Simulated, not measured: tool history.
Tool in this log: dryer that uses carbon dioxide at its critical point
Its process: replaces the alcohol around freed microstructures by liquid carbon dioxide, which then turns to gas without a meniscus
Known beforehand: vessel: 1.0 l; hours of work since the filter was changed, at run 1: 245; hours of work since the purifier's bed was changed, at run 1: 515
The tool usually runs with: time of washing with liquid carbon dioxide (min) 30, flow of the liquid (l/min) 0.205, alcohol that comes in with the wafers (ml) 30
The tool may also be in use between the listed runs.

run	hour	time of washing with liquid carbon dioxide (min)	flow of the liquid (l/min)	alcohol that comes in with the wafers (ml)	hours of work since the filter was changed	hours of work since the purifier's bed was changed	alcohol left in the vessel before it's heated (ppm by volume)
1	0	30	0.205	30	245	515	263
2	9.9	30	0.205	30	253	523	270
3	26.6	30	0.205	30	266	536	255
4	44.1	30	0.205	30	280	550	267
5	60.8	30	0.205	48	293	563	406
6	71.4	30	0.324	48	302	572	93
7	86.5	30	0.324	48	314	584	93
8	103.1	30	0.324	48	327	597	101
9	122.4	30	0.324	48	342	612	92
10	140.1	18	0.205	30	356	626	1618
11	157.2	18	0.205	30	370	640	1606
12	173.2	18	0.205	30	383	653	1646
# hour 187.7: inlet filter changed
13	187.7	18	0.205	30	0	664	1346
14	203.6	18	0.205	30	13	676	1353
15	216.7	31	0.205	30	23	687	233
16	228.3	33	0.29	101	32	696	115
17	243.7	41	0.25	101	45	708	114
18	255	41	0.25	101	54	717	120
19	275.1	30	0.198	30	70	733	293
20	288.1	30	0.198	30	80	744	304
21	298.3	29	0.227	59	88	752	325
22	315.7	30	0.167	30	102	766	573
23	331	30	0.147	30	114	778	889
24	341.8	38	0.219	93	123	787	194

Run 25, settings as shown, results not yet in. Your forecast:
25	357.1	28	0.205	30	135	799	?

{"run 25": {"alcohol left in the vessel before it's heated (ppm by volume)": 360}}
Were there no unlogged condition in the tool, this run, its random variation unchanged, would have produced alcohol left in the vessel before it's heated (ppm by volume) 223.
